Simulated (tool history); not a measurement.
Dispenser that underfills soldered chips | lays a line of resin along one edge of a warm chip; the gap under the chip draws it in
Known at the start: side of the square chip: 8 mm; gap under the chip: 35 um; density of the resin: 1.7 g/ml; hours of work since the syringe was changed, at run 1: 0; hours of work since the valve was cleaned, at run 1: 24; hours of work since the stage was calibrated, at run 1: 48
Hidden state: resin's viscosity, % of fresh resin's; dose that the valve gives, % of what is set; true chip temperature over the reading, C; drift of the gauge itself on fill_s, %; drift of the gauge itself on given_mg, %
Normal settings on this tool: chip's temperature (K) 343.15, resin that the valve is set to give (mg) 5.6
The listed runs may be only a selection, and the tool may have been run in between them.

run   hour  chip's temperature (K)  resin that the valve is set to give (mg)  hours of work since the syringe was changed  hours of work since the valve was cleaned  hours of work since the stage was calibrated  time until the resin shows at the far edge (s)  resin that the valve gave (mg)
  1      0                  343.15                                       5.6                                            0                                         24                                            48                                            90.2                            5.52
  2    5.6                  343.15                                       5.6                                            4                                         28                                            52                                           120.2                            5.52
       9.8  -- new syringe of resin
  3   12.2                  343.15                                      4.89                                            2                                         33                                            56                                           109.5                            4.86
      19.7  -- new syringe of resin
  4   19.7                  343.15                                      4.89                                            0                                         38                                            61                                            96.7                            4.87
  5   28.3                  343.15                                      4.89                                            6                                         44                                            67                                           149.9                            4.77
      29.6  -- new syringe of resin
  6   34.8                  349.15                                       5.6                                            4                                         48                                            71                                            93.3                            5.54
      39.3  -- new syringe of resin
  7   44.6                  349.15                                       5.6                                            4                                         54                                            78                                            95.9                            5.41
      48.7  -- new syringe of resin
  8   54.5                  343.15                                       5.6                                            4                                         61                                            85                                           125.6                            5.49
      58.2  -- new syringe of resin
  9   62.2                  343.15                                       5.6                                            3                                         66                                            90                                           111.3                            5.37
      67.6  -- new syringe of resin
 10   70.3                  354.15                                       5.6                                            2                                         72                                            95                                            67.2                            5.39
 11   74.6                  332.15                                       5.6                                            5                                         75                                            98                                           213.8                            5.36
      77.3  -- new syringe of resin
 12   82.4                  343.15                                       5.6                                            4                                         80                                           103                                             120                            5.39
        87  -- new syringe of resin
 13   89.3                  343.15                                       5.6                                            2                                         85                                           108                                           102.7                            5.24
 14   95.1                  343.15                                      5.68                                            6                                         89                                           112                                           139.6                            5.37
      96.3  -- new syringe of resin
 15  101.1                  343.15                                      5.03                                            3                                         93                                           116                                           121.2                            4.77
     105.7  -- new syringe of resin
 16  107.1                  343.15                                      5.03                                            1                                         97                                           120                                            99.3                            4.77
 17    113                  343.15                                      5.03                                            5                                        101                                           124                                           133.9                             4.8
     115.4  -- new syringe of resin
 18  119.3                  348.15                                      5.48                                            3                                        105                                           128                                            90.1                            5.12
     124.9  -- new syringe of resin
 19  126.8                  334.15                                      7.28                                            1                                        110                                           133                                           144.8                            6.83
     134.1  -- new syringe of resin
     137.3  -- dispensing valve cleaned and set on the balance
 20  137.4                  354.15                                      5.78                                            2                                          0                                           140                                            65.3                            5.77
     144.7  -- new syringe of resin
 21  144.8                  354.15                                      5.78                                            0                                          5                                           145                                            57.5                            5.76
 22  150.8                  354.15                                      5.78                                            4                                          9                                           149                                            78.1                            5.76
     154.1  -- new syringe of resin
 23  158.7                  350.15                                      5.34                                            3                                         15                                           154                                            86.5                            5.29
     163.5  -- new syringe of resin
 24  167.2                  331.15                                      5.03                                            3                                         20                                           160                                           184.1                            5.02
     173.5  -- new syringe of resin
 25    175                  332.15                                      6.99                                            1                                         25                                           165                                           151.9                            6.92
     182.7  -- new syringe of resin
 26  184.6                  335.15                                       5.6                                            1                                         32                                           172                                           141.4                            5.47
     192.3  -- new syringe of resin
 27  194.2                  350.15                                      5.06                                            1                                         38                                           178                                            76.6                            4.95
       202  -- new syringe of resin
 28  202.5                  358.15                                      5.68                                            0                                         44                                           184                                            51.1                            5.49
     211.7  -- new syringe of resin
 29  212.7                  329.15                                      5.43                                            1                                         51                                           191                                             172                            5.24
 30  219.8                  329.15                                      5.43                                            6                                         56                                           196                                           256.2                            5.25
     221.5  -- new syringe of resin
 31    227                  354.15                                      6.69                                            4                                         61                                           200                                            78.5                            6.39
     230.9  -- new syringe of resin
 32  236.2                  334.15                                      5.29                                            4                                         67                                           207                                           171.9                             5.1
     240.5  -- new syringe of resin
 33  245.7                  334.15                                      5.29                                            4                                         73                                           213                                           173.8                             5.1
     250.4  -- new syringe of resin
 34  250.6                  333.15                                      5.88                                            0                                         76                                           216                                           135.3                            5.61

4 ways to go on from here, each from the tool as it stands after run 34. What would each give?
     259.9  -- new syringe of resin
  A  261.1                  337.15                                      5.88                                            1                                         84                                           223                                               ?                               ?
     259.9  -- new syringe of resin
  B  261.1                  337.15                                      5.82                                            1                                         84                                           223                                               ?                               ?
     259.9  -- new syringe of resin
  C  261.1                  335.15                                       5.6                                            1                                         84                                           223                                               ?                               ?
     259.9  -- new syringe of resin
  D  261.1                  334.15                                      5.43                                            1                                         84                                           223                                               ?                               ?

run  time until the resin shows at the far edge (s)  resin that the valve gave (mg)
  A                                           122.6                            5.68
  B                                           121.5                             5.6
  C                                           138.7                            5.39
  D                                           142.6                            5.18
What these runs would have given with no unlogged condition in the tool:
run  time until the resin shows at the far edge (s)  resin that the valve gave (mg)
  A                                             117                            5.95
  B                                           115.9                            5.87
  C                                           132.2                            5.65
  D                                           135.8                            5.44
